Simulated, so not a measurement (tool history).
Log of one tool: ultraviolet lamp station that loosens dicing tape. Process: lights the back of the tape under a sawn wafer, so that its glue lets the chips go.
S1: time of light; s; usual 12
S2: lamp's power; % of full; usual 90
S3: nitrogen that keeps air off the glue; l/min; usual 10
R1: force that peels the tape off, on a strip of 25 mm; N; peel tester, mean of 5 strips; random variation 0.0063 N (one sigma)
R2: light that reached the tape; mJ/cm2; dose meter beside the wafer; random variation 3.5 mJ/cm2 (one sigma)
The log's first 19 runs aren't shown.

Run 20, hour 1041.0: usual settings but S1 16 s. Result: R1 0.195 N, R2 583 mJ/cm2.
Run 21, hour 1107.1: usual settings but S2 92 % of full. Result: R1 0.395 N, R2 435 mJ/cm2.
Run 22, hour 1160.7: usual settings but S2 92 % of full. Result: R1 0.412 N, R2 429 mJ/cm2.
Run 23, hour 1229.8: usual settings but S2 74 % of full, S3 9 l/min. Result: R1 0.813 N, R2 326 mJ/cm2.
At hour 1298.6: window cleaned of glue's vapour.
Run 24, hour 1300.3: usual settings but S1 14 s, S2 80 % of full, S3 9 l/min. Result: R1 0.352 N, R2 467 mJ/cm2.
Run 25, hour 1361.3: usual settings but S1 16 s, S2 71 % of full, S3 18 l/min. Result: R1 0.213 N, R2 463 mJ/cm2.
Run 26, hour 1423.5: usual settings but S1 17 s, S2 74 % of full, S3 18 l/min. Result: R1 0.184 N, R2 500 mJ/cm2.
Run 27, hour 1481.3: usual settings but S2 96 % of full, S3 7 l/min. Result: R1 0.484 N, R2 449 mJ/cm2.
Run 28, hour 1530.8: usual settings but S2 96 % of full, S3 7 l/min. Result: R1 0.511 N, R2 441 mJ/cm2.
Run 29, hour 1574.0: usual settings but S2 93 % of full, S3 4 l/min. Result: R1 0.858 N, R2 417 mJ/cm2.
Run 30, hour 1615.5: usual settings but S1 8 s, S2 68 % of full, S3 8 l/min. Result: R1 1.920 N, R2 196 mJ/cm2.
Run 31, hour 1671.5: usual settings but S1 8 s, S2 68 % of full, S3 8 l/min. Result: R1 1.991 N, R2 191 mJ/cm2.
Run 32, hour 1735.2: usual settings but S1 10 s, S2 87 % of full. Result: R1 0.896 N, R2 298 mJ/cm2.
At hour 1772.7: window cleaned of glue's vapour.
Run 33, hour 1798.5: usual settings but S1 10 s, S2 87 % of full. Result: R1 0.740 N, R2 327 mJ/cm2.
Run 34, hour 1866.5: usual settings but S2 100 % of full. Result: R1 0.370 N, R2 445 mJ/cm2.
Run 35, hour 1937.2: usual settings but S2 76 % of full, S3 4 l/min. Result: R1 1.351 N, R2 323 mJ/cm2.
Run 36, hour 1972.4: usual settings but S1 23 s. Result: R1 0.112 N, R2 734 mJ/cm2.
Run 37, hour 2005.1: usual settings but S1 23 s. Result: R1 0.104 N, R2 721 mJ/cm2.
Run 38, hour 2047.2: usual settings but S1 23 s. Result: R1 0.105 N, R2 712 mJ/cm2.
Run 39, hour 2090.4: usual settings but S1 23 s. Result: R1 0.122 N, R2 691 mJ/cm2.
Run 40, hour 2123.8: usual settings but S1 20 s, S3 3 l/min. Result: R1 0.492 N, R2 596 mJ/cm2.
At hour 2150.5: lamp changed.
Run 41, hour 2170.9: usual settings but S1 9 s, S3 4 l/min. Result: R1 0.990 N, R2 382 mJ/cm2.
Run 42, hour 2234.4: usual settings but S2 80 % of full, S3 3 l/min. Result: R1 0.921 N, R2 438 mJ/cm2.
At hour 2249.9: window cleaned of glue's vapour.
Run 43, hour 2300.7: usual settings but S2 95 % of full, S3 4 l/min. Result: R1 0.429 N, R2 569 mJ/cm2.

Forecast each of these 3 alternatives for the next run:
Run A, hour 2363.2: usual settings but S2 99 % of full, S3 7 l/min. Result: R1 ?, R2 ?.
Run B, hour 2363.2: usual settings but S2 95 % of full, S3 8 l/min. Result: R1 ?, R2 ?.
Run C, hour 2363.2: usual settings but S1 16 s, S2 75 % of full, S3 11 l/min. Result: R1 ?, R2 ?.

run     R1   R2
  A  0.245  572
  B  0.241  553
  C  0.158  590
Without the tool's hidden state the same runs would have given:
run     R1   R2
  A  0.203  614
  B  0.200  593
  C  0.132  633

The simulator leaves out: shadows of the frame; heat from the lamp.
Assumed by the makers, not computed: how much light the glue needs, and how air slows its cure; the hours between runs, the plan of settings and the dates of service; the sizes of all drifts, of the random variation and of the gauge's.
